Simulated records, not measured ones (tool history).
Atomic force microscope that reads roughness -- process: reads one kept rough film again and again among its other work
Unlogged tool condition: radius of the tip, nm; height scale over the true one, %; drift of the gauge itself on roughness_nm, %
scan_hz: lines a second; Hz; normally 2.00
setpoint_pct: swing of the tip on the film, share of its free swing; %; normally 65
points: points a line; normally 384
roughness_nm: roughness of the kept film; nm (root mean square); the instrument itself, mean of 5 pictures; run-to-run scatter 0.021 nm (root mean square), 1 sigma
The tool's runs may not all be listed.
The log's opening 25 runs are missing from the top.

run   hour  scan_hz  setpoint_pct  points  pictures with this tip  hours of work since the height scale was calibrated  roughness_nm
 26  208.8     1.83            67     591                     149                                                  452         4.575
 27  218.9     1.83            67     591                     174                                                  459         4.475
 28  227.6     1.83            58     612                     196                                                  466         4.485
     236.5  -- new tip fitted
 29  237.2     1.48            60     612                       2                                                  473         5.252
 30  242.3     1.48            76     325                      14                                                  477         5.003
 31  252.5     1.48            76     325                      40                                                  485         4.880
 32  261.3     1.48            88     325                      62                                                  492         4.553
 33  268.1     0.56            60     863                      79                                                  497         4.996
 34  277.8     0.61            70     823                     103                                                  504         4.867
 35  285.8     0.61            56     950                     124                                                  510         4.828
 36  295.8     0.53            76     342                     148                                                  518         4.631
 37  301.7     1.75            65     382                     163                                                  523         4.493
 38  306.9     3.60            65     328                     176                                                  527         4.296
 39  312.2     0.51            58     417                     190                                                  531         4.625
 40  317.1     0.51            58     417                     202                                                  534         4.545
     323.7  -- new tip fitted
 41  327.8     0.51            58     417                      11                                                  542         5.289
 42  334.4     1.79            62     417                      27                                                  547         5.112
 43  341.8     2.99            65     302                      46                                                  553         4.863
 44  353.1     2.00            83     618                      74                                                  561         4.495

What if the next run were any one of these 3? Each begins from the tool's condition after run 44:
  A  359.9     0.61            65     520                      91                                                  567             ?
  B  359.9     0.59            71     618                      91                                                  567             ?
  C  359.9     2.00            61     377                      91                                                  567             ?

run  roughness_nm
  A         4.954
  B         4.883
  C         4.803
Had the tool no hidden state, the same runs would have come out as:
run  roughness_nm
  A         5.324
  B         5.248
  C         5.162
